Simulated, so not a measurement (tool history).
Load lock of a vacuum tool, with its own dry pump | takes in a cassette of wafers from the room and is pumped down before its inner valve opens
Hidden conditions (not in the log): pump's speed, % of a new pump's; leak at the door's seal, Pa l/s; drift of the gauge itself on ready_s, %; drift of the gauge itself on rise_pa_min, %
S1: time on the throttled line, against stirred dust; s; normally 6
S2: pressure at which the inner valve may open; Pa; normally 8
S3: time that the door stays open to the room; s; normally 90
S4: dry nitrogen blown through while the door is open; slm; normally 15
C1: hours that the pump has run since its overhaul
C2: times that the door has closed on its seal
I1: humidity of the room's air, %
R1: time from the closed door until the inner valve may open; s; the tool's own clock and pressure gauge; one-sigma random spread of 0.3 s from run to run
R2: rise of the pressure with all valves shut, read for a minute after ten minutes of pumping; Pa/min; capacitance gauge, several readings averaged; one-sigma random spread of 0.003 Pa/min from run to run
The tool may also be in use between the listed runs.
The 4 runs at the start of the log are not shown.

{"run": 5, "hour": 1523.0, "S1": 6, "S2": 8, "S3": 90, "S4": 15, "C1": 4476, "C2": 42643, "I1": 48.2, "R1": 17.7, "R2": 0.329}
{"run": 6, "hour": 1833.0, "S1": 6, "S2": 8, "S3": 90, "S4": 15, "C1": 4786, "C2": 43690, "I1": 47, "R1": 17.9, "R2": 0.333}
{"run": 7, "hour": 2016.4, "S1": 6, "S2": 8, "S3": 90, "S4": 15, "C1": 4970, "C2": 44309, "I1": 46.4, "R1": 18.2, "R2": 0.342}
{"run": 8, "hour": 2373.9, "S1": 4, "S2": 8, "S3": 90, "S4": 15, "C1": 5327, "C2": 45517, "I1": 49, "R1": 17.2, "R2": 0.357}
{"run": 9, "hour": 2549.7, "S1": 4, "S2": 8, "S3": 90, "S4": 15, "C1": 5503, "C2": 46110, "I1": 44.3, "R1": 17.3, "R2": 0.357}
{"run": 10, "hour": 2930.2, "S1": 4, "S2": 8, "S3": 90, "S4": 15, "C1": 5884, "C2": 47395, "I1": 47.4, "R1": 17.3, "R2": 0.373}
{"run": 11, "hour": 3201.3, "S1": 4, "S2": 8, "S3": 90, "S4": 15, "C1": 6155, "C2": 48310, "I1": 44.2, "R1": 16.6, "R2": 0.38}
{"run": 12, "hour": 3612.0, "S1": 6, "S2": 7, "S3": 90, "S4": 15, "C1": 6565, "C2": 49697, "I1": 46.2, "R1": 18.8, "R2": 0.406}
{"run": 13, "hour": 3884.7, "S1": 6, "S2": 7, "S3": 90, "S4": 15, "C1": 6838, "C2": 50618, "I1": 43.4, "R1": 18.6, "R2": 0.401}
{"run": 14, "hour": 4061.0, "S1": 6, "S2": 8, "S3": 90, "S4": 15, "C1": 7014, "C2": 51214, "I1": 46.8, "R1": 18.4, "R2": 0.418}
{"run": 15, "hour": 4339.4, "S1": 6, "S2": 8, "S3": 90, "S4": 15, "C1": 7293, "C2": 52154, "I1": 48.1, "R1": 19.2, "R2": 0.414}
{"run": 16, "hour": 4550.4, "S1": 6, "S2": 8, "S3": 90, "S4": 7, "C1": 7504, "C2": 52866, "I1": 44.4, "R1": 18.8, "R2": 0.455}
{"run": 17, "hour": 4985.0, "S1": 6, "S2": 8, "S3": 90, "S4": 7, "C1": 7938, "C2": 54334, "I1": 47.5, "R1": 18.8, "R2": 0.481}
{"run": 18, "hour": 5182.9, "S1": 6, "S2": 8, "S3": 90, "S4": 15, "C1": 8136, "C2": 55002, "I1": 43.6, "R1": 18.6, "R2": 0.455}
{"run": 19, "hour": 5583.5, "S1": 6, "S2": 8, "S3": 90, "S4": 14, "C1": 8537, "C2": 56355, "I1": 47, "R1": 19.2, "R2": 0.481}
{"run": 20, "hour": 6016.4, "S1": 6, "S2": 16, "S3": 90, "S4": 14, "C1": 8970, "C2": 57817, "I1": 49.3, "R1": 17.7, "R2": 0.499}

Estimate the outcome of run 21 from the log above:
{"run": 21, "hour": 6308.9, "S1": 6, "S2": 8, "S3": 90, "S4": 43, "C1": 9262, "C2": 58804, "I1": 41.4, "R1": "?", "R2": "?"}

Run 21 yielded R1 18.6 s, R2 0.469 Pa/min.
Were there no unlogged condition in the tool, this run, its random variation unchanged, would have produced R1 17.4 s, R2 0.031 Pa/min.

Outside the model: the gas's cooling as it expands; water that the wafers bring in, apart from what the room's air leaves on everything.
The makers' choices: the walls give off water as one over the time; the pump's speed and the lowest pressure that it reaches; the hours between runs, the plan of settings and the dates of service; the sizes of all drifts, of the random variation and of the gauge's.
